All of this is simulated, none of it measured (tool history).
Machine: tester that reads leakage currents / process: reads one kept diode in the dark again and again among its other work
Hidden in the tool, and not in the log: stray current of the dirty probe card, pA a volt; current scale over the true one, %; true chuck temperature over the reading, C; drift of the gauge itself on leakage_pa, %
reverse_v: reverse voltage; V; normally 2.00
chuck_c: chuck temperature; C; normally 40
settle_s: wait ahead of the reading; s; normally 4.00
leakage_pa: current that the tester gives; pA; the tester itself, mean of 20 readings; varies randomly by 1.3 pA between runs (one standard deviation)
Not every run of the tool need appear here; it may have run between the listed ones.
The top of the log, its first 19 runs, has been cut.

run,hour,reverse_v,chuck_c,settle_s,hours of work since the probe card was cleaned,hours of work since the tester was calibrated,hours of work since the chuck was calibrated,leakage_pa
20,480.3,6.54,40,4.00,735,503,406,618.07
21,509.8,4.35,40,4.00,749,518,420,546.27
22,530.0,4.35,40,4.00,759,528,430,543.07
23,547.1,2.00,40,0.68,768,536,438,425.50
24,576.1,2.00,40,0.68,782,550,452,426.94
25,608.8,1.24,41,0.74,798,566,468,389.18
26,631.5,2.00,58,1.81,809,577,480,1327.38
27,647.8,2.00,58,1.81,817,585,487,1330.45
28,664.1,2.00,58,1.81,825,593,495,1331.67
29,680.2,2.98,25,3.54,833,601,503,169.03
30,696.4,2.98,25,3.54,841,609,511,167.80
31,710.9,1.61,57,4.00,848,616,518,1167.95
32,727.4,9.66,35,1.48,856,624,526,500.57
33,753.1,1.54,40,3.78,868,637,539,389.12
34,772.0,4.30,39,0.74,877,646,548,510.13
35,796.3,4.30,39,0.74,889,658,560,505.96
36,829.4,1.81,41,0.80,906,674,576,440.32
37,846.6,4.42,35,1.47,914,682,585,390.52
38,866.5,4.42,39,1.47,924,692,594,511.07
39,883.4,4.36,39,1.47,932,700,603,508.72
40,903.6,11.50,22,4.78,942,710,613,207.36

Predict each of these 3 candidate next runs independently; none follows another, all start after run 40:
A,934.0,4.31,40,1.70,957,725,627,?
B,934.0,4.22,35,9.61,957,725,627,?
C,934.0,2.90,60,4.78,957,725,627,?

run,leakage_pa
A,541.88
B,383.42
C,1683.23
Without the tool's hidden state the same runs would have given:
run,leakage_pa
A,542.22
B,383.65
C,1684.24
